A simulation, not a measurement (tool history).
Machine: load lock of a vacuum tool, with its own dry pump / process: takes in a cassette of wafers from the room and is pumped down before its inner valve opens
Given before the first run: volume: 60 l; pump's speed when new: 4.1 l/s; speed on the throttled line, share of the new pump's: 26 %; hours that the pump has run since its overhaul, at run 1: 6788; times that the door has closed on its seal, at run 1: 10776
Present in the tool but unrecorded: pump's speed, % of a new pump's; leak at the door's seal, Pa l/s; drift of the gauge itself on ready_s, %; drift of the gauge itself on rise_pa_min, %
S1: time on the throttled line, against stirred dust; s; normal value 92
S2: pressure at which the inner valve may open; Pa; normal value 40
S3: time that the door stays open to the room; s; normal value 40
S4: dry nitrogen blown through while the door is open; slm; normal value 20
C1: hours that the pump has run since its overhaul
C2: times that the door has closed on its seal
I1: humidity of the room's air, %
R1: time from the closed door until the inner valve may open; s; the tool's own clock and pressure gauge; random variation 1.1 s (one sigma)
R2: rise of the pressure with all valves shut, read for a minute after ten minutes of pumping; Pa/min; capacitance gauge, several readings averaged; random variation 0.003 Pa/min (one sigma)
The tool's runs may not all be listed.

{"run": 1, "hour": 0.0, "S1": 92, "S2": 40, "S3": 40, "S4": 20, "C1": 6788, "C2": 10776, "I1": 45.5, "R1": 183.7, "R2": 0.027}
{"run": 2, "hour": 81.1, "S1": 92, "S2": 40, "S3": 40, "S4": 20, "C1": 6869, "C2": 11085, "I1": 48, "R1": 181.6, "R2": 0.027}
{"run": 3, "hour": 147.9, "S1": 92, "S2": 40, "S3": 40, "S4": 20, "C1": 6936, "C2": 11339, "I1": 46.2, "R1": 181.5, "R2": 0.024}
{"run": 4, "hour": 212.3, "S1": 92, "S2": 40, "S3": 40, "S4": 20, "C1": 7000, "C2": 11584, "I1": 47.2, "R1": 182.6, "R2": 0.025}
{"run": 5, "hour": 269.4, "S1": 92, "S2": 40, "S3": 40, "S4": 7, "C1": 7057, "C2": 11802, "I1": 47.5, "R1": 180.6, "R2": 0.03}
{"run": 6, "hour": 355.0, "S1": 92, "S2": 40, "S3": 40, "S4": 7, "C1": 7143, "C2": 12128, "I1": 45.3, "R1": 183, "R2": 0.032}
{"run": 7, "hour": 409.3, "S1": 115, "S2": 40, "S3": 40, "S4": 20, "C1": 7197, "C2": 12335, "I1": 45.2, "R1": 200.6, "R2": 0.027}
{"run": 8, "hour": 496.2, "S1": 115, "S2": 50, "S3": 40, "S4": 20, "C1": 7284, "C2": 12665, "I1": 45.9, "R1": 197, "R2": 0.024}
{"run": 9, "hour": 580.7, "S1": 51, "S2": 40, "S3": 40, "S4": 20, "C1": 7369, "C2": 12987, "I1": 45.3, "R1": 153.4, "R2": 0.025}
{"run": 10, "hour": 671.9, "S1": 51, "S2": 40, "S3": 40, "S4": 20, "C1": 7460, "C2": 13334, "I1": 47.3, "R1": 151.6, "R2": 0.027}
{"run": 11, "hour": 725.6, "S1": 92, "S2": 40, "S3": 40, "S4": 40, "C1": 7514, "C2": 13539, "I1": 45.2, "R1": 180.8, "R2": 0.024}
{"run": 12, "hour": 809.5, "S1": 92, "S2": 40, "S3": 71, "S4": 20, "C1": 7598, "C2": 13858, "I1": 45.9, "R1": 181.6, "R2": 0.045}
{"run": 13, "hour": 888.5, "S1": 92, "S2": 40, "S3": 71, "S4": 20, "C1": 7677, "C2": 14159, "I1": 47.1, "R1": 183.4, "R2": 0.039}
{"run": 14, "hour": 968.0, "S1": 92, "S2": 40, "S3": 71, "S4": 20, "C1": 7756, "C2": 14462, "I1": 45.3, "R1": 181.1, "R2": 0.034}
{"run": 15, "hour": 1038.2, "S1": 92, "S2": 40, "S3": 90, "S4": 20, "C1": 7826, "C2": 14729, "I1": 45.5, "R1": 181.3, "R2": 0.037}
{"run": 16, "hour": 1115.2, "S1": 92, "S2": 40, "S3": 90, "S4": 20, "C1": 7903, "C2": 15022, "I1": 43.2, "R1": 181.1, "R2": 0.036}
{"run": 17, "hour": 1173.0, "S1": 92, "S2": 40, "S3": 90, "S4": 20, "C1": 7961, "C2": 15242, "I1": 43.6, "R1": 181.2, "R2": 0.038}
{"run": 18, "hour": 1232.7, "S1": 92, "S2": 40, "S3": 90, "S4": 20, "C1": 8021, "C2": 15470, "I1": 47.3, "R1": 183.1, "R2": 0.038}
{"run": 19, "hour": 1323.6, "S1": 77, "S2": 39, "S3": 73, "S4": 9, "C1": 8112, "C2": 15816, "I1": 45.9, "R1": 169.6, "R2": 0.048}
{"run": 20, "hour": 1407.9, "S1": 77, "S2": 36, "S3": 104, "S4": 9, "C1": 8196, "C2": 16136, "I1": 44.6, "R1": 172.6, "R2": 0.052}
{"run": 21, "hour": 1475.1, "S1": 92, "S2": 69, "S3": 40, "S4": 8, "C1": 8263, "C2": 16392, "I1": 49.1, "R1": 175.9, "R2": 0.034}
{"run": 22, "hour": 1554.7, "S1": 92, "S2": 69, "S3": 40, "S4": 8, "C1": 8343, "C2": 16696, "I1": 43.2, "R1": 174.2, "R2": 0.036}
{"run": 23, "hour": 1608.1, "S1": 116, "S2": 38, "S3": 43, "S4": 39, "C1": 8396, "C2": 16899, "I1": 44.9, "R1": 201.3, "R2": 0.018}
{"run": 24, "hour": 1652.0, "S1": 116, "S2": 38, "S3": 43, "S4": 39, "C1": 8440, "C2": 17066, "I1": 46.2, "R1": 201.3, "R2": 0.016}
{"run": 25, "hour": 1704.5, "S1": 92, "S2": 43, "S3": 40, "S4": 20, "C1": 8493, "C2": 17266, "I1": 46.7, "R1": 181.7, "R2": 0.021}
{"run": 26, "hour": 1753.9, "S1": 166, "S2": 30, "S3": 128, "S4": 10, "C1": 8542, "C2": 17454, "I1": 45.2, "R1": 242.6, "R2": 0.063}
{"run": 27, "hour": 1850.8, "S1": 92, "S2": 40, "S3": 123, "S4": 26, "C1": 8639, "C2": 17823, "I1": 43.9, "R1": 183.3, "R2": 0.044}
{"run": 28, "hour": 1893.1, "S1": 92, "S2": 40, "S3": 123, "S4": 26, "C1": 8681, "C2": 17984, "I1": 43.7, "R1": 184.4, "R2": 0.042}
{"run": 29, "hour": 1957.0, "S1": 92, "S2": 40, "S3": 123, "S4": 26, "C1": 8745, "C2": 18227, "I1": 45.7, "R1": 181.4, "R2": 0.042}
{"run": 30, "hour": 2046.6, "S1": 59, "S2": 40, "S3": 40, "S4": 39, "C1": 8835, "C2": 18568, "I1": 48, "R1": 158.9, "R2": 0.021}
{"run": 31, "hour": 2114.2, "S1": 92, "S2": 53, "S3": 40, "S4": 21, "C1": 8902, "C2": 18826, "I1": 43.6, "R1": 178.5, "R2": 0.023}
{"run": 32, "hour": 2184.5, "S1": 92, "S2": 53, "S3": 40, "S4": 21, "C1": 8973, "C2": 19093, "I1": 45.1, "R1": 177.7, "R2": 0.022}
{"run": 33, "hour": 2259.5, "S1": 92, "S2": 53, "S3": 40, "S4": 21, "C1": 9048, "C2": 19379, "I1": 46.2, "R1": 178.5, "R2": 0.025}
{"run": 34, "hour": 2310.7, "S1": 153, "S2": 54, "S3": 34, "S4": 20, "C1": 9099, "C2": 19574, "I1": 44.7, "R1": 223.2, "R2": 0.021}
{"run": 35, "hour": 2361.1, "S1": 88, "S2": 66, "S3": 34, "S4": 38, "C1": 9149, "C2": 19766, "I1": 43.4, "R1": 174.4, "R2": 0.012}
{"run": 36, "hour": 2435.9, "S1": 88, "S2": 66, "S3": 34, "S4": 38, "C1": 9224, "C2": 20051, "I1": 43.7, "R1": 172.5, "R2": 0.014}

Below are 3 alternative next runs, each starting from the tool's condition after run 36. Predict each:
{"run": "A", "hour": 2514.2, "S1": 88, "S2": 37, "S3": 28, "S4": 38, "C1": 9302, "C2": 20349, "I1": 46.3, "R1": "?", "R2": "?"}
{"run": "B", "hour": 2514.2, "S1": 66, "S2": 48, "S3": 37, "S4": 38, "C1": 9302, "C2": 20349, "I1": 44.2, "R1": "?", "R2": "?"}
{"run": "C", "hour": 2514.2, "S1": 88, "S2": 43, "S3": 33, "S4": 38, "C1": 9302, "C2": 20349, "I1": 45.3, "R1": "?", "R2": "?"}

run=A R1=180.2 R2=0.013
run=B R1=160.2 R2=0.017
run=C R1=178.2 R2=0.018
What these runs would have given with no unlogged condition in the tool:
run=A R1=180.2 R2=0.013
run=B R1=160.1 R2=0.017
run=C R1=178.2 R2=0.018
